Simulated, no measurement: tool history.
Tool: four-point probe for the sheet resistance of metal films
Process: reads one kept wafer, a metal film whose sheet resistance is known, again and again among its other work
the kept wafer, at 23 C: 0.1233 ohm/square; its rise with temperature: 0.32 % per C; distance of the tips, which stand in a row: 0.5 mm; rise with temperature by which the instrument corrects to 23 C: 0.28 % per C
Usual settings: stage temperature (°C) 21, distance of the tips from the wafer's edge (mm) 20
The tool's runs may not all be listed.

run,hour,stage temperature (°C),distance of the tips from the wafer's edge (mm),sheet resistance as the instrument gives it (ohm/square)
1,0.0,21,20,0.122482
2,55.1,21,20,0.122460
3,158.5,21,20,0.122451
4,224.7,21,20,0.122387
5,341.1,21,20,0.122378
6,434.1,21,20,0.122351
7,505.1,21,20,0.122299
8,604.2,21,20,0.122210
9,709.1,21,20,0.122209
10,803.3,21,20,0.122150
11,919.0,21,20,0.122188
12,1033.3,21,20,0.122099
13,1153.1,21,20,0.122054
14,1276.9,21,20,0.122057
15,1391.4,21,36,0.121958
16,1456.7,21,6,0.122364
17,1521.3,21,23,0.121875
18,1575.3,18,20,0.121803
19,1665.8,18,20,0.121748
# hour 1723.9: stage's thermometer calibrated
20,1736.1,18,20,0.121930
21,1829.8,21,12,0.122121
22,1948.8,21,12,0.122066
23,2046.5,23,5,0.122662
24,2138.3,23,12,0.122061
25,2259.2,20,8,0.122029
26,2329.6,19,5,0.122356
27,2387.9,34,3,0.124322
28,2501.1,26,15,0.122106
29,2605.6,26,15,0.122056
30,2658.8,26,15,0.122043
31,2760.9,18,3,0.123298
32,2842.5,29,20,0.122124
33,2961.6,21,17,0.121660
34,3018.2,28,10,0.122103
35,3111.0,22,7,0.121975
36,3220.2,22,33,0.121552
37,3285.5,22,33,0.121550
38,3386.3,22,33,0.121506
39,3466.6,22,33,0.121482
40,3534.4,24,12,0.121649
41,3659.5,22,61,0.121390
42,3772.1,22,61,0.121358
43,3843.1,33,61,0.121940
44,3958.1,32,5,0.122519

The same runs without the tool's hidden state, with the same run-to-run variation:
The hidden state here: inner tips' distance over the nominal, %; tips' flats over new ones', %; wafer's true temperature over the reading, C; drift of the gauge itself on sheet_ohm, %.
run,sheet resistance as the instrument gives it (ohm/square)
1,0.123234
2,0.123231
3,0.123260
4,0.123218
5,0.123252
6,0.123260
7,0.123232
8,0.123178
9,0.123216
10,0.123192
11,0.123272
12,0.123224
13,0.123221
14,0.123271
15,0.123212
16,0.123646
17,0.123175
18,0.123125
19,0.123104
20,0.123088
21,0.123316
22,0.123308
23,0.123944
24,0.123371
25,0.123382
26,0.123736
27,0.125741
28,0.123544
29,0.123531
30,0.123535
31,0.124842
32,0.123681
33,0.123255
34,0.123723
35,0.123628
36,0.123239
37,0.123262
38,0.123257
39,0.123262
40,0.123459
41,0.123243
42,0.123252
43,0.123864
44,0.124494
